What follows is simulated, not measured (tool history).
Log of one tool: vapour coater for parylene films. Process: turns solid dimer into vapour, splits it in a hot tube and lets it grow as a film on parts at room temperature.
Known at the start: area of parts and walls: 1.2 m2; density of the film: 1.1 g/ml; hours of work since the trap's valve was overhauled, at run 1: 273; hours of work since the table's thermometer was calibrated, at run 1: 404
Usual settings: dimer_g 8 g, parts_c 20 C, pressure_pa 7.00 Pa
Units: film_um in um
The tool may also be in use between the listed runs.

| run | hour | dimer_g | parts_c | pressure_pa | hours of work since the trap's valve was overhauled | hours of work since the table's thermometer was calibrated | film_um |
|---|---|---|---|---|---|---|---|
| 1 | 0.0 | 8 | 20 | 7.00 | 273 | 404 | 3.73 |
| 2 | 28.4 | 8 | 20 | 2.28 | 294 | 425 | 4.02 |
| 3 | 51.5 | 8 | 20 | 2.28 | 311 | 442 | 4.01 |
| 4 | 65.0 | 8 | 20 | 9.71 | 321 | 452 | 3.63 |
| 5 | 82.3 | 8 | 20 | 7.00 | 334 | 465 | 3.71 |
| 6 | 109.3 | 8 | 20 | 7.00 | 354 | 485 | 3.69 |
| 7 | 137.6 | 8 | 20 | 7.00 | 375 | 506 | 3.67 |
| 8 | 155.2 | 8 | 20 | 7.00 | 388 | 519 | 3.63 |
| 9 | 171.5 | 8 | 20 | 7.00 | 400 | 531 | 3.61 |
|  | 192.3 | trap's valve overhauled |
| 10 | 194.4 | 8 | 25 | 7.00 | 2 | 545 | 3.20 |
|  | 197.8 | table's thermometer calibrated |
| 11 | 217.0 | 5 | 24 | 8.04 | 17 | 14 | 2.09 |
| 12 | 236.1 | 3 | 16 | 7.00 | 32 | 28 | 1.75 |
| 13 | 247.8 | 11 | 16 | 3.41 | 40 | 37 | 6.63 |
| 14 | 274.9 | 11 | 16 | 3.41 | 60 | 57 | 6.66 |
| 15 | 287.4 | 11 | 16 | 3.41 | 69 | 66 | 6.67 |
| 16 | 305.2 | 9 | 22 | 2.53 | 83 | 79 | 4.44 |
|  | 318.0 | table's thermometer calibrated, once more |
| 17 | 318.0 | 8 | 22 | 7.00 | 91 | 0 | 3.54 |
| 18 | 346.5 | 8 | 22 | 7.00 | 112 | 21 | 3.52 |
| 19 | 358.9 | 13 | 14 | 2.83 | 121 | 30 | 8.37 |

4 ways to go on from here, each from the tool as it stands after run 19. What would each give?
| A | 384.0 | 7 | 21 | 7.61 | 140 | 49 | ? |
| B | 384.0 | 9 | 14 | 5.61 | 140 | 49 | ? |
| C | 384.0 | 5 | 30 | 11.41 | 140 | 49 | ? |
| D | 384.0 | 11 | 27 | 9.89 | 140 | 49 | ? |

| run | film_um |
|---|---|
| A | 3.22 |
| B | 5.50 |
| C | 1.54 |
| D | 3.87 |
Without the tool's hidden state the same runs would have given:
| run | film_um |
|---|---|
| A | 3.33 |
| B | 5.68 |
| C | 1.59 |
| D | 3.99 |
